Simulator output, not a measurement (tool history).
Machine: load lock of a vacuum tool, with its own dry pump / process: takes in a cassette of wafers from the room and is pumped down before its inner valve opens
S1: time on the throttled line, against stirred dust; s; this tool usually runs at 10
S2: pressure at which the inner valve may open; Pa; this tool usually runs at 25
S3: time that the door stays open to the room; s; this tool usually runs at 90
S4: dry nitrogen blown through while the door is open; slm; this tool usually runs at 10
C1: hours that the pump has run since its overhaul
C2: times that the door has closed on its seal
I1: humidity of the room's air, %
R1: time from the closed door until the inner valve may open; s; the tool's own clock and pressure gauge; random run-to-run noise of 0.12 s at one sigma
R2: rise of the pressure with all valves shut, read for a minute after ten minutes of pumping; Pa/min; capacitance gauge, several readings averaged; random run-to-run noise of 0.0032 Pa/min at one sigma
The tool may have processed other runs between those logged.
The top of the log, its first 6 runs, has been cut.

{"run": 7, "hour": 763.4, "S1": 10, "S2": 25, "S3": 90, "S4": 10, "C1": 1377, "C2": 8356, "I1": 44.9, "R1": 17.4, "R2": 0.262}
{"run": 8, "hour": 897.5, "S1": 10, "S2": 25, "S3": 90, "S4": 5, "C1": 1511, "C2": 8726, "I1": 46.7, "R1": 17.6, "R2": 0.29}
{"run": 9, "hour": 1095.5, "S1": 10, "S2": 25, "S3": 186, "S4": 10, "C1": 1709, "C2": 9271, "I1": 44.4, "R1": 17.6, "R2": 0.355}
{"run": 10, "hour": 1265.4, "S1": 10, "S2": 25, "S3": 186, "S4": 10, "C1": 1879, "C2": 9739, "I1": 42.1, "R1": 17.6, "R2": 0.351}
{"run": 11, "hour": 1422.5, "S1": 10, "S2": 25, "S3": 186, "S4": 10, "C1": 2036, "C2": 10171, "I1": 44.7, "R1": 17.4, "R2": 0.365}
{"run": 12, "hour": 1611.0, "S1": 13, "S2": 25, "S3": 186, "S4": 10, "C1": 2224, "C2": 10690, "I1": 47.7, "R1": 19.9, "R2": 0.412}
{"run": 13, "hour": 1728.6, "S1": 10, "S2": 25, "S3": 43, "S4": 10, "C1": 2342, "C2": 11014, "I1": 45.7, "R1": 17.7, "R2": 0.292}
{"run": 14, "hour": 1912.9, "S1": 10, "S2": 25, "S3": 143, "S4": 10, "C1": 2526, "C2": 11522, "I1": 46.3, "R1": 17.7, "R2": 0.389}
{"run": 15, "hour": 2111.7, "S1": 10, "S2": 25, "S3": 63, "S4": 10, "C1": 2725, "C2": 12070, "I1": 48, "R1": 17.9, "R2": 0.35}
{"run": 16, "hour": 2202.1, "S1": 10, "S2": 25, "S3": 90, "S4": 32, "C1": 2815, "C2": 12318, "I1": 42.8, "R1": 17.9, "R2": 0.332}
{"run": 17, "hour": 2381.6, "S1": 10, "S2": 25, "S3": 90, "S4": 32, "C1": 2995, "C2": 12813, "I1": 46.7, "R1": 17.8, "R2": 0.349}
{"run": 18, "hour": 2568.4, "S1": 10, "S2": 25, "S3": 90, "S4": 32, "C1": 3182, "C2": 13327, "I1": 45.5, "R1": 17.8, "R2": 0.365}
{"run": 19, "hour": 2744.6, "S1": 10, "S2": 25, "S3": 90, "S4": 32, "C1": 3358, "C2": 13812, "I1": 43.7, "R1": 17.9, "R2": 0.382}
{"run": 20, "hour": 2939.8, "S1": 17, "S2": 20, "S3": 90, "S4": 10, "C1": 3553, "C2": 14350, "I1": 47.3, "R1": 23.4, "R2": 0.426}
{"run": 21, "hour": 3036.8, "S1": 17, "S2": 20, "S3": 90, "S4": 10, "C1": 3650, "C2": 14617, "I1": 43.4, "R1": 23.1, "R2": 0.434}
{"run": 22, "hour": 3171.3, "S1": 6, "S2": 25, "S3": 90, "S4": 16, "C1": 3785, "C2": 14988, "I1": 38.6, "R1": 14.8, "R2": 0.425}
{"run": 23, "hour": 3366.8, "S1": 7, "S2": 25, "S3": 28, "S4": 10, "C1": 3980, "C2": 15526, "I1": 47.3, "R1": 15.5, "R2": 0.415}
{"run": 24, "hour": 3502.7, "S1": 12, "S2": 25, "S3": 90, "S4": 24, "C1": 4116, "C2": 15900, "I1": 48.3, "R1": 19.2, "R2": 0.465}
{"run": 25, "hour": 3689.0, "S1": 12, "S2": 28, "S3": 90, "S4": 24, "C1": 4302, "C2": 16413, "I1": 44.6, "R1": 19.4, "R2": 0.478}

Run 26 has not been measured yet. What should we expect?
{"run": 26, "hour": 3810.4, "S1": 12, "S2": 28, "S3": 90, "S4": 24, "C1": 4424, "C2": 16748, "I1": 42.4, "R1": "?", "R2": "?"}

R1: 19.3 s
R2: 0.483 Pa/min
With no hidden state in the tool, this same run would have given R1 19 s, R2 0.088 Pa/min.

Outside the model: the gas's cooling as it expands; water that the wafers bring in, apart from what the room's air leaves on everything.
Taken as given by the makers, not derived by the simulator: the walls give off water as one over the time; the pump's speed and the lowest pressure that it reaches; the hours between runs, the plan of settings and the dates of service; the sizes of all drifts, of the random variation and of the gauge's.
